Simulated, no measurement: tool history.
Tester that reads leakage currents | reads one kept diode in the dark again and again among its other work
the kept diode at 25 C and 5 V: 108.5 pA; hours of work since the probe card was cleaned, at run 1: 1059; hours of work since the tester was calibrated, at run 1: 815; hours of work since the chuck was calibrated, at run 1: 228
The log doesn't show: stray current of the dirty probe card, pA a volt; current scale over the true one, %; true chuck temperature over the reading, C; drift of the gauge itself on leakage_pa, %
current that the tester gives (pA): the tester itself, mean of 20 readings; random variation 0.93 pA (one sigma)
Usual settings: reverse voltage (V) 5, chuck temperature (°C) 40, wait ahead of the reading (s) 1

| run | day | reverse voltage (V) | chuck temperature (°C) | wait ahead of the reading (s) | hours of work since the probe card was cleaned | hours of work since the tester was calibrated | hours of work since the chuck was calibrated | current that the tester gives (pA) |
|---|---|---|---|---|---|---|---|---|
| 1 | 0 | 5 | 40 | 1 | 1059 | 815 | 228 | 315.07 |
| 2 | 0.829 | 5 | 40 | 1 | 1074 | 830 | 243 | 315.96 |
| 3 | 1.446 | 5 | 40 | 1 | 1085 | 841 | 254 | 316.52 |
| 4 | 2.138 | 5 | 40 | 9.77 | 1097 | 853 | 266 | 313.99 |
| 5 | 2.817 | 5 | 40 | 1.98 | 1109 | 865 | 278 | 314.22 |
| 6 | 3.758 | 5 | 40 | 6.75 | 1126 | 882 | 295 | 315.29 |
| 7 | 5.212 | 5 | 40 | 6.75 | 1152 | 908 | 321 | 315.04 |
| 8 | 6.117 | 4.89 | 40 | 1 | 1168 | 924 | 337 | 314.33 |
| 9 | 6.796 | 4.89 | 40 | 1 | 1180 | 936 | 349 | 314.63 |
| 10 | 7.825 | 4.89 | 40 | 1 | 1198 | 954 | 367 | 315.12 |
| 11 | 9.188 | 10.24 | 40 | 1 | 1222 | 979 | 392 | 399.19 |
| 12 | 10.5 | 10.24 | 40 | 1 | 1246 | 1002 | 415 | 396.65 |
| 13 | 11.388 | 10.24 | 40 | 1 | 1262 | 1018 | 431 | 399.32 |
| 14 | 12.233 | 5 | 42 | 1 | 1277 | 1033 | 446 | 361.18 |
| 15 | 13.071 | 5 | 42 | 1 | 1292 | 1048 | 461 | 363.67 |
| 16 | 14.067 | 5 | 42 | 1 | 1309 | 1065 | 479 | 362.25 |
| 17 | 14.838 | 5 | 27 | 1 | 1323 | 1079 | 492 | 132.16 |
| 18 | 15.838 | 5.58 | 28 | 5.31 | 1341 | 1097 | 510 | 146.66 |
|  | 16.083 | probe card cleaned and baked |
| 19 | 17.188 | 1.72 | 23 | 0.97 | 20 | 1119 | 532 | 71.79 |
| 20 | 18.221 | 5 | 20 | 1 | 38 | 1137 | 550 | 84.48 |
|  | 18.425 | probe card cleaned and baked, once more |
| 21 | 19.508 | 5 | 20 | 1 | 19 | 1158 | 571 | 76.92 |
| 22 | 20.496 | 5 | 20 | 1 | 37 | 1175 | 589 | 77.4 |
| 23 | 21.458 | 5.37 | 38 | 1 | 54 | 1193 | 606 | 281.93 |
| 24 | 22.8 | 5 | 40 | 0.82 | 78 | 1217 | 630 | 315.66 |
| 25 | 23.483 | 5 | 30 | 0.82 | 90 | 1229 | 642 | 159.81 |

The next listed run, before its measurement:
| 26 | 24.754 | 1.21 | 35 | 0.82 | 113 | 1251 | 664 | ? |

{"run 26": {"current that the tester gives (pA)": 146.37}}
Without the tool's hidden state the same run would have given current that the tester gives (pA) 142.97.
